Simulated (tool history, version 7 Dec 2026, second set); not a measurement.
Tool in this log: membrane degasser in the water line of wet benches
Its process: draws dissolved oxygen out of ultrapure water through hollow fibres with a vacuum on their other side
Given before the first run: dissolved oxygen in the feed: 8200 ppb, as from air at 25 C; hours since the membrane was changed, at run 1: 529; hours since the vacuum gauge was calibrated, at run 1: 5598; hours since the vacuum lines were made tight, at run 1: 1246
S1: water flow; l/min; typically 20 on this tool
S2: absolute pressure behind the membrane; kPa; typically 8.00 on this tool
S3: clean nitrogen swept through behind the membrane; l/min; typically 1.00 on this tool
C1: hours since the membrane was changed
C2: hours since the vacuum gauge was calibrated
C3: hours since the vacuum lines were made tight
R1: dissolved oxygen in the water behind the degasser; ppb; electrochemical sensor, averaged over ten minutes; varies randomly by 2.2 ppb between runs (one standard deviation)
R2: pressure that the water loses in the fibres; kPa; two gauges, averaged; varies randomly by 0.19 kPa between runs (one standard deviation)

{"run": 1, "day": 0.0, "S1": 20, "S2": 8.0, "S3": 1.0, "C1": 529, "C2": 5598, "C3": 1246, "R1": 230.4, "R2": 37.34}
{"run": 2, "day": 5.388, "S1": 20, "S2": 7.28, "S3": 1.0, "C1": 658, "C2": 5727, "C3": 1376, "R1": 207.4, "R2": 36.85}
{"run": 3, "day": 10.692, "S1": 20, "S2": 7.28, "S3": 1.0, "C1": 785, "C2": 5855, "C3": 1503, "R1": 206.6, "R2": 36.85}
{"run": 4, "day": 19.262, "S1": 20, "S2": 7.28, "S3": 2.96, "C1": 991, "C2": 6060, "C3": 1709, "R1": 90.8, "R2": 37.41}
{"run": 5, "day": 25.058, "S1": 20, "S2": 7.28, "S3": 2.96, "C1": 1130, "C2": 6200, "C3": 1848, "R1": 90.0, "R2": 37.05}
{"run": 6, "day": 35.054, "S1": 20, "S2": 7.28, "S3": 2.96, "C1": 1370, "C2": 6439, "C3": 2088, "R1": 93.4, "R2": 37.44}
{"run": 7, "day": 41.696, "S1": 19, "S2": 8.0, "S3": 1.0, "C1": 1529, "C2": 6599, "C3": 2247, "R1": 225.6, "R2": 35.55}
{"run": 8, "day": 51.475, "S1": 19, "S2": 8.0, "S3": 1.0, "C1": 1764, "C2": 6834, "C3": 2482, "R1": 227.2, "R2": 35.33}
{"run": 9, "day": 62.642, "S1": 20, "S2": 8.0, "S3": 1.0, "C1": 2032, "C2": 7102, "C3": 2750, "R1": 239.5, "R2": 37.01}
{"run": 10, "day": 70.479, "S1": 30, "S2": 8.0, "S3": 1.0, "C1": 2220, "C2": 7290, "C3": 2938, "R1": 365.0, "R2": 56.08}
{"day": 71.675, "done": "vacuum gauge calibrated"}
{"run": 11, "day": 81.579, "S1": 30, "S2": 8.0, "S3": 1.0, "C1": 2486, "C2": 238, "C3": 3204, "R1": 355.5, "R2": 56.3}
{"run": 12, "day": 90.321, "S1": 19, "S2": 8.0, "S3": 1.0, "C1": 2696, "C2": 447, "C3": 3414, "R1": 218.9, "R2": 35.41}
{"run": 13, "day": 96.933, "S1": 19, "S2": 8.0, "S3": 1.0, "C1": 2855, "C2": 606, "C3": 3572, "R1": 219.3, "R2": 35.75}
{"run": 14, "day": 104.317, "S1": 20, "S2": 8.0, "S3": 1.0, "C1": 3032, "C2": 783, "C3": 3750, "R1": 230.0, "R2": 37.82}
{"run": 15, "day": 110.867, "S1": 20, "S2": 8.0, "S3": 2.24, "C1": 3189, "C2": 941, "C3": 3907, "R1": 122.1, "R2": 37.76}
{"run": 16, "day": 117.229, "S1": 20, "S2": 8.0, "S3": 2.24, "C1": 3342, "C2": 1093, "C3": 4060, "R1": 124.7, "R2": 37.43}
{"run": 17, "day": 126.696, "S1": 20, "S2": 4.91, "S3": 1.0, "C1": 3569, "C2": 1320, "C3": 4287, "R1": 100.2, "R2": 37.46}
{"run": 18, "day": 137.746, "S1": 21, "S2": 15.25, "S3": 1.14, "C1": 3834, "C2": 1586, "C3": 4552, "R1": 504.9, "R2": 39.61}
{"run": 19, "day": 145.379, "S1": 29, "S2": 19.47, "S3": 0.46, "C1": 4017, "C2": 1769, "C3": 4735, "R1": 1635.2, "R2": 54.74}
{"run": 20, "day": 150.096, "S1": 12, "S2": 8.0, "S3": 1.0, "C1": 4131, "C2": 1882, "C3": 4848, "R1": 138.9, "R2": 22.87}
{"run": 21, "day": 155.146, "S1": 12, "S2": 8.0, "S3": 1.0, "C1": 4252, "C2": 2003, "C3": 4969, "R1": 140.8, "R2": 22.9}
{"run": 22, "day": 166.0, "S1": 21, "S2": 9.63, "S3": 0.51, "C1": 4512, "C2": 2264, "C3": 5230, "R1": 526.2, "R2": 39.68}

The next listed run, before its measurement:
{"run": 23, "day": 176.983, "S1": 21, "S2": 9.63, "S3": 0.51, "C1": 4776, "C2": 2527, "C3": 5494, "R1": "?", "R2": "?"}

Run 23 yielded R1 520.6 ppb, R2 39.74 kPa.
Take away the tool's hidden state, keep the run-to-run variation as it was, and the same run would have given R1 514.3 ppb, R2 38.96 kPa.

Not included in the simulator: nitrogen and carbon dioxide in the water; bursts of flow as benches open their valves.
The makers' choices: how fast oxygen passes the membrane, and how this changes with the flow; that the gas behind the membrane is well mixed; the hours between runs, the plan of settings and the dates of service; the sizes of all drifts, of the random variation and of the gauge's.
